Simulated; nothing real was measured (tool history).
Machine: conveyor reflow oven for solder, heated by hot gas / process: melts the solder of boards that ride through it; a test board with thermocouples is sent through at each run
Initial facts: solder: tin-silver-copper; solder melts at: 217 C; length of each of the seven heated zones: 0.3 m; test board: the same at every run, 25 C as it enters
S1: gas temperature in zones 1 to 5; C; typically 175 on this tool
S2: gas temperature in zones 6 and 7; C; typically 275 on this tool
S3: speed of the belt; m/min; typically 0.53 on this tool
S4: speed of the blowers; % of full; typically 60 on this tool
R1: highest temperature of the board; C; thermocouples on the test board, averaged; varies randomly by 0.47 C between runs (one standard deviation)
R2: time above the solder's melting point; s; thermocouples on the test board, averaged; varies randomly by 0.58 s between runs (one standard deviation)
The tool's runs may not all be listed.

| run | hour | S1 | S2 | S3 | S4 | R1 | R2 |
|---|---|---|---|---|---|---|---|
| 1 | 0 | 175 | 275 | 0.53 | 60 | 250.1 | 48.2 |
| 2 | 11 | 175 | 275 | 0.53 | 60 | 250.4 | 47.9 |
| 3 | 23.2 | 175 | 275 | 0.53 | 60 | 249.3 | 49.1 |
| 4 | 33 | 175 | 275 | 0.53 | 60 | 251 | 49.4 |
| 5 | 48.8 | 175 | 275 | 0.53 | 60 | 250 | 49.2 |
| 6 | 64.1 | 175 | 275 | 0.53 | 60 | 249.8 | 49.3 |
| 7 | 78.4 | 175 | 275 | 0.53 | 60 | 249.2 | 47.7 |
| 8 | 89.4 | 175 | 275 | 0.53 | 60 | 250.7 | 48.8 |
| 9 | 102.6 | 175 | 275 | 0.53 | 60 | 249.5 | 48.2 |
| 10 | 118.3 | 189 | 275 | 0.53 | 60 | 253.2 | 55.7 |
| 11 | 127.2 | 189 | 275 | 0.53 | 60 | 252.1 | 55.2 |
| 12 | 137.4 | 175 | 275 | 0.53 | 60 | 249.2 | 47.4 |
| 13 | 157.9 | 175 | 275 | 0.449 | 60 | 255.2 | 63.4 |
| 14 | 175.9 | 175 | 275 | 0.449 | 60 | 255.1 | 63.5 |
| 15 | 190.2 | 175 | 275 | 0.53 | 60 | 249.8 | 47.4 |
| 16 | 204.1 | 186 | 271 | 0.612 | 51 | 238.8 | 34.5 |
| 17 | 219.2 | 175 | 275 | 0.617 | 85 | 249.7 | 40.7 |
| 18 | 236.6 | 176 | 270 | 0.615 | 85 | 244.9 | 39.1 |
| 19 | 250 | 175 | 264 | 0.53 | 60 | 239.5 | 38.8 |
| 20 | 262.2 | 183 | 275 | 0.53 | 54 | 248.8 | 49.3 |
| 21 | 281.2 | 165 | 276 | 0.53 | 54 | 243.9 | 39.1 |
| 22 | 295.5 | 175 | 275 | 0.544 | 84 | 252.2 | 50.7 |
| 23 | 312.7 | 177 | 275 | 0.53 | 60 | 248.9 | 47.6 |
| 24 | 321.8 | 170 | 275 | 0.53 | 60 | 246.4 | 42.4 |
| 25 | 336.6 | 172 | 265 | 0.53 | 80 | 244.3 | 43.2 |
| 26 | 356.6 | 166 | 265 | 0.53 | 80 | 242.3 | 40.1 |
| 27 | 368.7 | 175 | 283 | 0.539 | 60 | 253.7 | 48.4 |
| 28 | 386 | 169 | 274 | 0.606 | 59 | 238.8 | 29.7 |
| 29 | 406.7 | 175 | 275 | 0.623 | 70 | 243.8 | 35 |
| 30 | 419.5 | 175 | 275 | 0.623 | 70 | 243.9 | 35.1 |

Forecast each of these 4 alternatives for the next run:
| A | 428.3 | 175 | 281 | 0.53 | 60 | ? | ? |
| B | 428.3 | 175 | 274 | 0.568 | 60 | ? | ? |
| C | 428.3 | 171 | 275 | 0.623 | 85 | ? | ? |
| D | 428.3 | 175 | 282 | 0.53 | 56 | ? | ? |

| run | R1 | R2 |
|---|---|---|
| A | 252.8 | 49.5 |
| B | 243.9 | 38.9 |
| C | 246 | 36.4 |
| D | 251.1 | 48.2 |
What these runs would have given with no unlogged condition in the tool:
| run | R1 | R2 |
|---|---|---|
| A | 258.4 | 53.3 |
| B | 249.5 | 43.8 |
| C | 252.6 | 41.1 |
| D | 256.6 | 52.1 |
